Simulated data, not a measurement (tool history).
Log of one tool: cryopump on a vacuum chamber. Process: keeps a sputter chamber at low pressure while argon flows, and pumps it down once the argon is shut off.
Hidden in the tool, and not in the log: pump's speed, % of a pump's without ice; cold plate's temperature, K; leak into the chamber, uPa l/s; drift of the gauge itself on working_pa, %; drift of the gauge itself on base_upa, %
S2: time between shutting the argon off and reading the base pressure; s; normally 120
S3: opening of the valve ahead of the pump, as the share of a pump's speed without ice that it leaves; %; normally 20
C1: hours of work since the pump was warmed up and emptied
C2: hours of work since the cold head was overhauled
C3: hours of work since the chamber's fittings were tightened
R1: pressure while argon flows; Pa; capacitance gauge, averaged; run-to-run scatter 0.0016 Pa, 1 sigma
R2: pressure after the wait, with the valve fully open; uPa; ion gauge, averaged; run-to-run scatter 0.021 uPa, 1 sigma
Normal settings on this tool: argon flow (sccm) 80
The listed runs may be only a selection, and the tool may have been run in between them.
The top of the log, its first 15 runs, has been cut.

{"run": 16, "hour": 165.8, "argon flow (sccm)": 80, "S2": 97, "S3": 20, "C1": 432, "C2": 432, "C3": 1074, "R1": 0.3907, "R2": 0.94}
{"run": 17, "hour": 179.1, "argon flow (sccm)": 80, "S2": 137, "S3": 20, "C1": 438, "C2": 438, "C3": 1081, "R1": 0.3893, "R2": 0.86}
{"run": 18, "hour": 193.9, "argon flow (sccm)": 80, "S2": 160, "S3": 20, "C1": 446, "C2": 446, "C3": 1088, "R1": 0.3905, "R2": 0.83}
{"run": 19, "hour": 207.6, "argon flow (sccm)": 80, "S2": 53, "S3": 20, "C1": 453, "C2": 453, "C3": 1095, "R1": 0.389, "R2": 1.21}
{"run": 20, "hour": 220.0, "argon flow (sccm)": 80, "S2": 90, "S3": 20, "C1": 459, "C2": 459, "C3": 1101, "R1": 0.3916, "R2": 0.98}
{"run": 21, "hour": 233.7, "argon flow (sccm)": 37, "S2": 67, "S3": 20, "C1": 466, "C2": 466, "C3": 1108, "R1": 0.1804, "R2": 1.09}
{"run": 22, "hour": 248.5, "argon flow (sccm)": 157, "S2": 226, "S3": 20, "C1": 473, "C2": 473, "C3": 1115, "R1": 0.7676, "R2": 0.83}
{"run": 23, "hour": 257.7, "argon flow (sccm)": 36, "S2": 55, "S3": 25, "C1": 478, "C2": 478, "C3": 1120, "R1": 0.1419, "R2": 1.24}
{"run": 24, "hour": 270.2, "argon flow (sccm)": 36, "S2": 55, "S3": 25, "C1": 484, "C2": 484, "C3": 1126, "R1": 0.1413, "R2": 1.17}
{"run": 25, "hour": 277.2, "argon flow (sccm)": 36, "S2": 55, "S3": 25, "C1": 487, "C2": 487, "C3": 1130, "R1": 0.1409, "R2": 1.18}
{"run": 26, "hour": 286.3, "argon flow (sccm)": 87, "S2": 234, "S3": 46, "C1": 492, "C2": 492, "C3": 1134, "R1": 0.1905, "R2": 0.84}
{"run": 27, "hour": 293.9, "argon flow (sccm)": 95, "S2": 81, "S3": 52, "C1": 496, "C2": 496, "C3": 1138, "R1": 0.1865, "R2": 1.02}
{"run": 28, "hour": 302.1, "argon flow (sccm)": 158, "S2": 32, "S3": 20, "C1": 500, "C2": 500, "C3": 1142, "R1": 0.7677, "R2": 1.59}
{"run": 29, "hour": 318.8, "argon flow (sccm)": 65, "S2": 116, "S3": 44, "C1": 508, "C2": 508, "C3": 1150, "R1": 0.1505, "R2": 0.95}
{"run": 30, "hour": 327.9, "argon flow (sccm)": 45, "S2": 120, "S3": 39, "C1": 513, "C2": 513, "C3": 1155, "R1": 0.1164, "R2": 0.96}
{"run": 31, "hour": 338.5, "argon flow (sccm)": 49, "S2": 120, "S3": 28, "C1": 518, "C2": 518, "C3": 1160, "R1": 0.173, "R2": 0.93}
{"run": 32, "hour": 352.3, "argon flow (sccm)": 104, "S2": 74, "S3": 24, "C1": 525, "C2": 525, "C3": 1167, "R1": 0.4252, "R2": 1.14}
{"run": 33, "hour": 359.9, "argon flow (sccm)": 151, "S2": 120, "S3": 33, "C1": 528, "C2": 528, "C3": 1171, "R1": 0.4578, "R2": 0.97}
{"run": 34, "hour": 374.9, "argon flow (sccm)": 34, "S2": 101, "S3": 19, "C1": 536, "C2": 536, "C3": 1178, "R1": 0.1757, "R2": 0.99}

Predict each of these 3 candidate next runs independently; none follows another, all start after run 34:
{"run": "A", "hour": 389.9, "argon flow (sccm)": 91, "S2": 120, "S3": 20, "C1": 543, "C2": 543, "C3": 1186, "R1": "?", "R2": "?"}
{"run": "B", "hour": 389.9, "argon flow (sccm)": 34, "S2": 101, "S3": 17, "C1": 543, "C2": 543, "C3": 1186, "R1": "?", "R2": "?"}
{"run": "C", "hour": 389.9, "argon flow (sccm)": 56, "S2": 36, "S3": 44, "C1": 543, "C2": 543, "C3": 1186, "R1": "?", "R2": "?"}

run=A R1=0.4489 R2=0.96
run=B R1=0.1931 R2=0.99
run=C R1=0.1281 R2=1.43
What these runs would have given with no unlogged condition in the tool:
run=A R1=0.4343 R2=0.41
run=B R1=0.1877 R2=0.45
run=C R1=0.1192 R2=0.90
